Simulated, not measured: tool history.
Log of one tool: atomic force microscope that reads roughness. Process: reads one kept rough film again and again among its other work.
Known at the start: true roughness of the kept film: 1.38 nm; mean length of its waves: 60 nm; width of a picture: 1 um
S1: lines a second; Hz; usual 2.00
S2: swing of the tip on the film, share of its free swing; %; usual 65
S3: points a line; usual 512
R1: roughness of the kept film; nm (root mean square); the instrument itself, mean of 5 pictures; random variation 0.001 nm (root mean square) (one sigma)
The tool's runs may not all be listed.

Run 1, hour 0.0: usual settings. Result: R1 1.253 nm (root mean square).
Run 2, hour 9.7: usual settings. Result: R1 1.253 nm (root mean square).
Run 3, hour 21.4: usual settings but S2 70 %. Result: R1 1.219 nm (root mean square).
Run 4, hour 28.9: usual settings but S2 70 %. Result: R1 1.218 nm (root mean square).
Run 5, hour 39.3: usual settings but S2 70 %. Result: R1 1.218 nm (root mean square).
Run 6, hour 47.2: usual settings. Result: R1 1.250 nm (root mean square).
Run 7, hour 52.8: usual settings. Result: R1 1.250 nm (root mean square).
Run 8, hour 59.7: usual settings. Result: R1 1.249 nm (root mean square).
Run 9, hour 67.5: usual settings but S3 843. Result: R1 1.250 nm (root mean square).
Run 10, hour 80.3: usual settings but S2 81 %. Result: R1 1.123 nm (root mean square).
Run 11, hour 86.4: usual settings but S2 81 %. Result: R1 1.125 nm (root mean square).
Run 12, hour 98.1: usual settings but S2 81 %. Result: R1 1.121 nm (root mean square).
Run 13, hour 106.6: usual settings but S3 309. Result: R1 1.243 nm (root mean square).
Run 14, hour 114.8: usual settings but S3 309. Result: R1 1.243 nm (root mean square).
Run 15, hour 120.7: usual settings but S2 83 %, S3 309. Result: R1 1.099 nm (root mean square).
At hour 122.2: new tip fitted.
Run 16, hour 131.7: usual settings but S2 83 %, S3 902. Result: R1 1.121 nm (root mean square).
Run 17, hour 138.8: usual settings but S2 83 %, S3 902. Result: R1 1.120 nm (root mean square).
Run 18, hour 145.4: usual settings but S2 83 %, S3 902. Result: R1 1.118 nm (root mean square).
Run 19, hour 156.3: usual settings. Result: R1 1.262 nm (root mean square).
Run 20, hour 166.4: usual settings. Result: R1 1.260 nm (root mean square).
Run 21, hour 178.6: usual settings but S2 89 %, S3 314. Result: R1 1.050 nm (root mean square).
Run 22, hour 189.5: usual settings but S2 89 %, S3 314. Result: R1 1.049 nm (root mean square).
Run 23, hour 197.3: usual settings but S2 89 %, S3 314. Result: R1 1.048 nm (root mean square).
Run 24, hour 209.9: usual settings but S2 89 %, S3 314. Result: R1 1.048 nm (root mean square).
Run 25, hour 216.9: usual settings but S2 58 %, S3 819. Result: R1 1.294 nm (root mean square).
Run 26, hour 225.0: usual settings but S1 0.70 Hz, S2 56 %, S3 771. Result: R1 1.340 nm (root mean square).
Run 27, hour 232.5: usual settings but S1 0.70 Hz, S2 56 %, S3 771. Result: R1 1.339 nm (root mean square).
Run 28, hour 244.8: usual settings but S1 2.53 Hz, S2 62 %, S3 869. Result: R1 1.248 nm (root mean square).
Run 29, hour 252.1: usual settings but S1 3.97 Hz, S2 62 %, S3 511. Result: R1 1.192 nm (root mean square).
Run 30, hour 257.6: usual settings but S1 0.75 Hz, S2 82 %. Result: R1 1.257 nm (root mean square).
Run 31, hour 270.5: usual settings but S1 1.06 Hz, S2 60 %, S3 330. Result: R1 1.312 nm (root mean square).
Run 32, hour 277.8: usual settings but S1 1.78 Hz, S2 61 %, S3 281. Result: R1 1.276 nm (root mean square).
Run 33, hour 288.9: usual settings but S2 74 %. Result: R1 1.185 nm (root mean square).
Run 34, hour 294.9: usual settings but S1 0.73 Hz, S2 57 %, S3 589. Result: R1 1.328 nm (root mean square).
Run 35, hour 303.3: usual settings but S1 2.70 Hz, S2 63 %, S3 338. Result: R1 1.228 nm (root mean square).
Run 36, hour 315.1: usual settings but S1 0.53 Hz, S2 56 %, S3 311. Result: R1 1.331 nm (root mean square).
At hour 326.5: new tip fitted.
Run 37, hour 328.0: usual settings but S1 1.20 Hz, S2 75 %, S3 510. Result: R1 1.261 nm (root mean square).
Run 38, hour 336.7: usual settings but S1 1.20 Hz, S2 75 %, S3 510. Result: R1 1.260 nm (root mean square).

3 ways to go on from here, each from the tool as it stands after run 38. What would each give?
Run A, hour 343.1: usual settings but S1 1.20 Hz, S2 75 %, S3 347. Result: R1 ?.
Run B, hour 343.1: usual settings but S1 2.39 Hz, S2 88 %, S3 616. Result: R1 ?.
Run C, hour 343.1: usual settings but S1 1.20 Hz, S2 78 %, S3 453. Result: R1 ?.

run     R1
  A  1.257
  B  1.025
  C  1.243
Without the tool's hidden state the same runs would have given:
run     R1
  A  1.249
  B  1.018
  C  1.234
